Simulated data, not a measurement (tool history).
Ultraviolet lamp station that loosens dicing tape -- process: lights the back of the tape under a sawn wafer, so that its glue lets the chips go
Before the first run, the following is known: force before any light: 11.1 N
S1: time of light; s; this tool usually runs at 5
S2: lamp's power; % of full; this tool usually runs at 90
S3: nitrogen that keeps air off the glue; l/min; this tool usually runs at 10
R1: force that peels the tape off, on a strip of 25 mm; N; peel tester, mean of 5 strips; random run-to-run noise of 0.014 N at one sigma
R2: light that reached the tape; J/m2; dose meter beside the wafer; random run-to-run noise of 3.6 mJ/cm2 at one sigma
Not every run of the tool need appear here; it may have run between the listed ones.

{"run": 1, "hour": 0.0, "S1": 5, "S2": 90, "S3": 10, "R1": 0.705, "R2": 5910}
{"run": 2, "hour": 29.5, "S1": 5, "S2": 90, "S3": 10, "R1": 0.717, "R2": 5890}
{"run": 3, "hour": 71.8, "S1": 7, "S2": 90, "S3": 10, "R1": 0.287, "R2": 8160}
{"run": 4, "hour": 91.4, "S1": 5, "S2": 90, "S3": 8, "R1": 0.852, "R2": 5830}
{"run": 5, "hour": 114.3, "S1": 3, "S2": 90, "S3": 8, "R1": 2.306, "R2": 3420}
{"run": 6, "hour": 152.7, "S1": 3, "S2": 90, "S3": 8, "R1": 2.362, "R2": 3410}
{"run": 7, "hour": 180.4, "S1": 3, "S2": 90, "S3": 8, "R1": 2.337, "R2": 3400}
{"run": 8, "hour": 208.0, "S1": 3, "S2": 90, "S3": 8, "R1": 2.499, "R2": 3310}
{"run": 9, "hour": 230.4, "S1": 3, "S2": 90, "S3": 8, "R1": 2.465, "R2": 3350}
{"run": 10, "hour": 273.1, "S1": 3, "S2": 90, "S3": 8, "R1": 2.488, "R2": 3330}
{"hour": 277.2, "done": "window cleaned of glue's vapour"}
{"run": 11, "hour": 293.5, "S1": 3, "S2": 90, "S3": 4, "R1": 3.233, "R2": 3210}
{"run": 12, "hour": 334.4, "S1": 3, "S2": 90, "S3": 15, "R1": 2.279, "R2": 3200}
{"run": 13, "hour": 362.0, "S1": 3, "S2": 90, "S3": 15, "R1": 2.136, "R2": 3170}
{"hour": 397.8, "done": "window cleaned of glue's vapour, once more"}
{"run": 14, "hour": 406.2, "S1": 3, "S2": 90, "S3": 15, "R1": 2.002, "R2": 3400}
{"run": 15, "hour": 428.1, "S1": 2, "S2": 69, "S3": 15, "R1": 4.585, "R2": 1760}
{"run": 16, "hour": 469.9, "S1": 2, "S2": 69, "S3": 15, "R1": 4.581, "R2": 1710}
{"run": 17, "hour": 498.4, "S1": 5, "S2": 90, "S3": 9, "R1": 0.853, "R2": 5590}
{"run": 18, "hour": 525.4, "S1": 3, "S2": 91, "S3": 13, "R1": 2.088, "R2": 3360}
{"run": 19, "hour": 563.0, "S1": 3, "S2": 96, "S3": 10, "R1": 2.204, "R2": 3500}
{"run": 20, "hour": 593.6, "S1": 3, "S2": 74, "S3": 10, "R1": 3.165, "R2": 2720}

Predict each of these 5 candidate next runs independently; none follows another, all start after run 20:
{"run": "A", "hour": 630.7, "S1": 4, "S2": 90, "S3": 6, "R1": "?", "R2": "?"}
{"run": "B", "hour": 630.7, "S1": 3, "S2": 74, "S3": 6, "R1": "?", "R2": "?"}
{"run": "C", "hour": 630.7, "S1": 2, "S2": 82, "S3": 10, "R1": "?", "R2": "?"}
{"run": "D", "hour": 630.7, "S1": 3, "S2": 74, "S3": 10, "R1": "?", "R2": "?"}
{"run": "E", "hour": 630.7, "S1": 3, "S2": 99, "S3": 10, "R1": "?", "R2": "?"}

run=A R1=1.780 R2=4310
run=B R1=3.581 R2=2610
run=C R1=4.386 R2=1960
run=D R1=3.149 R2=2680
run=E R1=2.000 R2=3550
The same runs, with their run-to-run variation unchanged, on a tool lacking any hidden condition would have given:
run=A R1=1.404 R2=4890
run=B R1=3.082 R2=2960
run=C R1=3.874 R2=2220
run=D R1=2.664 R2=3040
run=E R1=1.606 R2=4030
